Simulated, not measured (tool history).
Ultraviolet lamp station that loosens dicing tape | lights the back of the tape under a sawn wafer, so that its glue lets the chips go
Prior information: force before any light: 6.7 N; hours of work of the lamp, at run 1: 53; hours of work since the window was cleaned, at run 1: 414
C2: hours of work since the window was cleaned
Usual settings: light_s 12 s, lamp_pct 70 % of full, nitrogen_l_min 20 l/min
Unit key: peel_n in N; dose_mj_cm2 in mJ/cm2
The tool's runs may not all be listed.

{"run": 1, "hour": 0.0, "light_s": 12, "lamp_pct": 70, "nitrogen_l_min": 20, "hours of work of the lamp": 53, "C2": 414, "peel_n": 0.481, "dose_mj_cm2": 395}
{"run": 2, "hour": 12.3, "light_s": 12, "lamp_pct": 70, "nitrogen_l_min": 35, "hours of work of the lamp": 60, "C2": 421, "peel_n": 0.365, "dose_mj_cm2": 398}
{"run": 3, "hour": 20.8, "light_s": 12, "lamp_pct": 70, "nitrogen_l_min": 35, "hours of work of the lamp": 65, "C2": 426, "peel_n": 0.351, "dose_mj_cm2": 398}
{"run": 4, "hour": 29.5, "light_s": 12, "lamp_pct": 70, "nitrogen_l_min": 35, "hours of work of the lamp": 70, "C2": 431, "peel_n": 0.378, "dose_mj_cm2": 397}
{"run": 5, "hour": 38.1, "light_s": 12, "lamp_pct": 70, "nitrogen_l_min": 35, "hours of work of the lamp": 74, "C2": 435, "peel_n": 0.362, "dose_mj_cm2": 397}
{"run": 6, "hour": 46.9, "light_s": 12, "lamp_pct": 70, "nitrogen_l_min": 20, "hours of work of the lamp": 79, "C2": 440, "peel_n": 0.511, "dose_mj_cm2": 396}
{"run": 7, "hour": 53.1, "light_s": 8, "lamp_pct": 70, "nitrogen_l_min": 20, "hours of work of the lamp": 83, "C2": 444, "peel_n": 1.072, "dose_mj_cm2": 260}
{"run": 8, "hour": 63.3, "light_s": 12, "lamp_pct": 70, "nitrogen_l_min": 20, "hours of work of the lamp": 88, "C2": 449, "peel_n": 0.533, "dose_mj_cm2": 401}
{"run": 9, "hour": 70.5, "light_s": 12, "lamp_pct": 70, "nitrogen_l_min": 20, "hours of work of the lamp": 92, "C2": 453, "peel_n": 0.51, "dose_mj_cm2": 390}
{"run": 10, "hour": 81.5, "light_s": 12, "lamp_pct": 70, "nitrogen_l_min": 20, "hours of work of the lamp": 98, "C2": 459, "peel_n": 0.505, "dose_mj_cm2": 390}
{"hour": 83.0, "done": "window cleaned of glue's vapour"}
{"run": 11, "hour": 88.8, "light_s": 12, "lamp_pct": 70, "nitrogen_l_min": 20, "hours of work of the lamp": 102, "C2": 3, "peel_n": 0.552, "dose_mj_cm2": 370}
{"run": 12, "hour": 94.3, "light_s": 10, "lamp_pct": 71, "nitrogen_l_min": 25, "hours of work of the lamp": 105, "C2": 6, "peel_n": 0.65, "dose_mj_cm2": 320}

Run 13, settings as shown, results not yet in. Your forecast:
{"hour": 106.2, "done": "window cleaned of glue's vapour, once more"}
{"run": 13, "hour": 107.7, "light_s": 12, "lamp_pct": 70, "nitrogen_l_min": 28, "hours of work of the lamp": 112, "C2": 1, "peel_n": "?", "dose_mj_cm2": "?"}

{"run 13": {"peel_n": 0.36, "dose_mj_cm2": 427}}
On a tool with no hidden condition, and with the same random variation, this run would have come out at peel_n 0.341 N, dose_mj_cm2 444 mJ/cm2.

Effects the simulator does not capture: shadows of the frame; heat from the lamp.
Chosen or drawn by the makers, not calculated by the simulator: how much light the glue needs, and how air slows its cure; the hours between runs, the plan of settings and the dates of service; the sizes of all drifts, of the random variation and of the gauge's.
